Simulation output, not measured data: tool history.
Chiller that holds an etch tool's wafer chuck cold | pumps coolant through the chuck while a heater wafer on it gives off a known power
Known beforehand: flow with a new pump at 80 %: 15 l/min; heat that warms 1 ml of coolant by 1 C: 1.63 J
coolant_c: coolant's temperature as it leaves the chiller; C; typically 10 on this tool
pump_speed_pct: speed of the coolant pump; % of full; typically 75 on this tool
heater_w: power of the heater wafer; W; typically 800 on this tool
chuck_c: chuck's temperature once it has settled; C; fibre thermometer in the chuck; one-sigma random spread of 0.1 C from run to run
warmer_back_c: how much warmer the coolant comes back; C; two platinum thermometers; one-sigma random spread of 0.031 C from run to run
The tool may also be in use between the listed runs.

run 1 hour=0 | coolant_c=10 pump_speed_pct=75 heater_w=800 | chuck_c=18 warmer_back_c=2.07
run 2 hour=16.8 | coolant_c=4 pump_speed_pct=75 heater_w=800 | chuck_c=11.9 warmer_back_c=2.14
run 3 hour=47.1 | coolant_c=4 pump_speed_pct=75 heater_w=800 | chuck_c=11.8 warmer_back_c=2.12
run 4 hour=64.5 | coolant_c=4 pump_speed_pct=75 heater_w=800 | chuck_c=11.9 warmer_back_c=2.11
run 5 hour=99 | coolant_c=10 pump_speed_pct=75 heater_w=800 | chuck_c=17.8 warmer_back_c=2.12
run 6 hour=135.5 | coolant_c=10 pump_speed_pct=75 heater_w=800 | chuck_c=17.8 warmer_back_c=2.12
run 7 hour=164.9 | coolant_c=10 pump_speed_pct=75 heater_w=591 | chuck_c=15.8 warmer_back_c=1.52
run 8 hour=184.1 | coolant_c=10 pump_speed_pct=75 heater_w=800 | chuck_c=17.8 warmer_back_c=2.06
run 9 hour=208.2 | coolant_c=10 pump_speed_pct=75 heater_w=800 | chuck_c=18 warmer_back_c=2.08
run 10 hour=224.7 | coolant_c=3 pump_speed_pct=75 heater_w=800 | chuck_c=11 warmer_back_c=2.12
run 11 hour=250 | coolant_c=3 pump_speed_pct=77 heater_w=800 | chuck_c=10.5 warmer_back_c=2.09
run 12 hour=278.9 | coolant_c=10 pump_speed_pct=82 heater_w=800 | chuck_c=17.4 warmer_back_c=1.9
run 13 hour=296.3 | coolant_c=7 pump_speed_pct=82 heater_w=1000 | chuck_c=15.8 warmer_back_c=2.4
run 14 hour=331.6 | coolant_c=7 pump_speed_pct=82 heater_w=1000 | chuck_c=16.1 warmer_back_c=2.44
run 15 hour=354.9 | coolant_c=7 pump_speed_pct=85 heater_w=1000 | chuck_c=15.8 warmer_back_c=2.31
run 16 hour=387.7 | coolant_c=10 pump_speed_pct=62 heater_w=687 | chuck_c=18.3 warmer_back_c=2.23
run 17 hour=405 | coolant_c=19 pump_speed_pct=67 heater_w=872 | chuck_c=28.4 warmer_back_c=2.53
run 18 hour=423 | coolant_c=19 pump_speed_pct=67 heater_w=872 | chuck_c=28.6 warmer_back_c=2.58
run 19 hour=450.1 | coolant_c=15 pump_speed_pct=67 heater_w=872 | chuck_c=24.6 warmer_back_c=2.59
run 20 hour=487.8 | coolant_c=15 pump_speed_pct=67 heater_w=872 | chuck_c=24.4 warmer_back_c=2.65
run 21 hour=525.7 | coolant_c=16 pump_speed_pct=81 heater_w=800 | chuck_c=23.3 warmer_back_c=1.98
run 22 hour=560.4 | coolant_c=16 pump_speed_pct=81 heater_w=800 | chuck_c=23.2 warmer_back_c=1.91
run 23 hour=597 | coolant_c=16 pump_speed_pct=81 heater_w=800 | chuck_c=23.4 warmer_back_c=1.92
run 24 hour=633.5 | coolant_c=16 pump_speed_pct=81 heater_w=800 | chuck_c=23.3 warmer_back_c=1.98

Withheld: 1 entry from between the runs. Position of each, and hidden state at the listed run before versus the listed run after:
In the gap between runs 2 and 3: chiller's thermometer calibrated (hour 21.4)
  coolant's true temperature over the reading, C: 0.01 -> 0
